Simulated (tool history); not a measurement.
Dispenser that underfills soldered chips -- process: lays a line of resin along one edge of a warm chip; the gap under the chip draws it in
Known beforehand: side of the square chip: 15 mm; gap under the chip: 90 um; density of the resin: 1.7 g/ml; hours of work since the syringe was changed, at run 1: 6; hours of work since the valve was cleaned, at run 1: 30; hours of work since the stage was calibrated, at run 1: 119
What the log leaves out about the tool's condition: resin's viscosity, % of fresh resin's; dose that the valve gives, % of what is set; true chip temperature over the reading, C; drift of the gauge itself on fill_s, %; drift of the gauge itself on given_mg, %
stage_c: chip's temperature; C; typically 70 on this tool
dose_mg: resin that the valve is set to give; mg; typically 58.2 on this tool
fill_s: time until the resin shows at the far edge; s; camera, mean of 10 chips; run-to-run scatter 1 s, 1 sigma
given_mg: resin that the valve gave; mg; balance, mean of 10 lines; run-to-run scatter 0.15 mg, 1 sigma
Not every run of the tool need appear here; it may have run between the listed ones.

| run | day | stage_c | dose_mg | hours of work since the syringe was changed | hours of work since the valve was cleaned | hours of work since the stage was calibrated | fill_s | given_mg |
|---|---|---|---|---|---|---|---|---|
| 1 | 0.000 | 70 | 58.2 | 6 | 30 | 119 | 139.9 | 56.98 |
|  | 0.083 | new syringe of resin |
| 2 | 0.138 | 70 | 58.2 | 1 | 33 | 121 | 105.4 | 56.68 |
| 3 | 0.267 | 70 | 58.2 | 3 | 35 | 123 | 121.6 | 56.65 |
| 4 | 0.371 | 70 | 58.2 | 5 | 37 | 125 | 137.7 | 56.73 |
|  | 0.475 | new syringe of resin |
| 5 | 0.571 | 70 | 52.4 | 2 | 41 | 129 | 110.8 | 50.85 |
| 6 | 0.696 | 70 | 52.4 | 4 | 43 | 131 | 132.5 | 50.50 |
| 7 | 0.788 | 82 | 58.2 | 6 | 45 | 133 | 98.9 | 56.44 |
|  | 0.867 | new syringe of resin |
| 8 | 0.971 | 82 | 58.2 | 2 | 48 | 136 | 78.0 | 56.10 |
| 9 | 1.112 | 82 | 58.2 | 5 | 51 | 139 | 92.2 | 55.99 |
|  | 1.267 | new syringe of resin |
| 10 | 1.271 | 82 | 58.2 | 0 | 54 | 142 | 68.7 | 55.54 |
| 11 | 1.446 | 82 | 58.2 | 3 | 57 | 145 | 82.8 | 55.69 |
| 12 | 1.592 | 82 | 58.2 | 6 | 60 | 148 | 102.0 | 55.57 |
|  | 1.658 | new syringe of resin |
| 13 | 1.800 | 70 | 58.2 | 3 | 63 | 152 | 119.2 | 55.30 |
| 14 | 1.996 | 70 | 58.2 | 6 | 67 | 155 | 149.2 | 55.17 |
|  | 2.042 | new syringe of resin |
| 15 | 2.208 | 70 | 58.2 | 3 | 71 | 159 | 120.0 | 54.96 |
| 16 | 2.379 | 70 | 58.2 | 6 | 74 | 162 | 147.1 | 54.68 |
|  | 2.438 | dispensing valve cleaned and set on the balance |
|  | 2.471 | new syringe of resin |
| 17 | 2.583 | 70 | 58.2 | 2 | 3 | 165 | 113.9 | 57.99 |
| 18 | 2.675 | 58 | 58.2 | 4 | 4 | 167 | 190.0 | 58.00 |
| 19 | 2.817 | 58 | 58.2 | 7 | 7 | 170 | 225.6 | 57.88 |
|  | 2.862 | new syringe of resin |
| 20 | 2.962 | 58 | 58.2 | 2 | 10 | 172 | 166.8 | 57.56 |
| 21 | 3.129 | 67 | 68.8 | 5 | 13 | 175 | 149.3 | 67.90 |
|  | 3.246 | new syringe of resin |
| 22 | 3.246 | 67 | 68.8 | 0 | 15 | 177 | 111.6 | 67.68 |
| 23 | 3.408 | 66 | 72.3 | 3 | 18 | 180 | 138.0 | 70.95 |
| 24 | 3.554 | 66 | 72.3 | 6 | 20 | 183 | 162.9 | 70.88 |
|  | 3.638 | new syringe of resin |
| 25 | 3.750 | 79 | 53.2 | 2 | 24 | 187 | 85.0 | 52.25 |
| 26 | 3.917 | 57 | 67.8 | 5 | 27 | 190 | 210.3 | 66.25 |
|  | 4.038 | new syringe of resin |
| 27 | 4.083 | 55 | 59.3 | 1 | 30 | 193 | 170.9 | 58.00 |
| 28 | 4.204 | 57 | 74.4 | 3 | 32 | 195 | 186.5 | 72.29 |
| 29 | 4.329 | 55 | 54.7 | 6 | 35 | 197 | 235.8 | 52.94 |
|  | 4.429 | new syringe of resin |
| 30 | 4.483 | 62 | 62.5 | 1 | 37 | 200 | 137.9 | 60.45 |

Run 31 is up next; what results do you expect?
| 31 | 4.617 | 59 | 60.5 | 4 | 40 | 203 | ? | ? |

Run 31 produced fill_s 180.6 s, given_mg 58.45 mg.
Minus the tool's unlogged condition, the same run would have read fill_s 140.2 s, given_mg 60.46 mg.

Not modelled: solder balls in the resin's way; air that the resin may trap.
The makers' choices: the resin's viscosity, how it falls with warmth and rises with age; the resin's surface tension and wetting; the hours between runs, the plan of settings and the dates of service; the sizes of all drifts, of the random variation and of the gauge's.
